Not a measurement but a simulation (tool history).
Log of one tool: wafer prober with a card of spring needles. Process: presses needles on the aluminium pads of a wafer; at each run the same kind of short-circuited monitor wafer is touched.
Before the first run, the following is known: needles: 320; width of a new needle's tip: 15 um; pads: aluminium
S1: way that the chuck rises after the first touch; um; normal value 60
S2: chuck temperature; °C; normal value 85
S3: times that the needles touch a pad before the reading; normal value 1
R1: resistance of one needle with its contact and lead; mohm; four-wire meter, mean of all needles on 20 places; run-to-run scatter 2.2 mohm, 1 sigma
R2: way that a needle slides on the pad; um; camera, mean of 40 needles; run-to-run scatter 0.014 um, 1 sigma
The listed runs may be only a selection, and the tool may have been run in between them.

run   hour  S1  S2  S3   R1     R2
  1      0  60  85   1  273   9.25
      13.1  -- tips cleaned on abrasive film
  2   18.1  60  66   1  258   9.22
      36.3  -- tips cleaned on abrasive film
  3   40.8  42  85   1  279   6.43
  4   53.2  42  85   1  328   6.42
      58.1  -- tips cleaned on abrasive film
  5   66.7  60  85   1  270   9.24
      80.4  -- tips cleaned on abrasive film
  6   87.8  60  85   1  270   9.19
     102.6  -- tips cleaned on abrasive film
  7  103.9  60  85   1  252   9.24
  8  118.5  60  85   1  281   9.21
     125.5  -- tips cleaned on abrasive film
  9  142.8  60  85   1  281    9.2
     147.4  -- tips cleaned on abrasive film
 10  164.9  60  85   2  268   9.22
     169.7  -- tips cleaned on abrasive film
 11  189.1  60  85   2  272   9.19
     191.3  -- tips cleaned on abrasive film
 12  210.7  76  40   2  248  11.69
       213  -- tips cleaned on abrasive film
     218.7  -- height of the first contact set anew
 13  231.4  68  40   2  250  10.59
     235.2  -- tips cleaned on abrasive film
 14  252.8  68  40   2  248  10.55
     257.7  -- tips cleaned on abrasive film
 15    272  45  40   2  271   6.98
     280.7  -- tips cleaned on abrasive film
 16  292.9  45  40   2  271   6.98
     303.2  -- tips cleaned on abrasive film
 17  313.4  59  97   1  280   9.12
     325.1  -- tips cleaned on abrasive film
 18  331.7  59  97   2  259   9.14
     347.3  -- tips cleaned on abrasive film
 19  347.3  55  35   1  235    8.5
 20  357.4  55  35   1  267    8.5
     370.5  -- tips cleaned on abrasive film
 21  375.6  55  62   1  261    8.5

Predict each of these 4 candidate next runs independently; none follows another, all start after run 21:
       393  -- tips cleaned on abrasive film
  A  397.9  50   62   1   ?   ?
       393  -- tips cleaned on abrasive film
  B  397.9  44  102   1   ?   ?
       393  -- tips cleaned on abrasive film
  C  397.9  67   61   2   ?   ?
       393  -- tips cleaned on abrasive film
  D  397.9  65   85   1   ?   ?

run   R1     R2
  A  263   7.72
  B  282   6.81
  C  245   10.4
  D  261  10.03
Without the tool's unlogged condition, the same runs would have read:
run   R1     R2
  A  237   7.79
  B  252   6.87
  C  235  10.46
  D  245  10.09
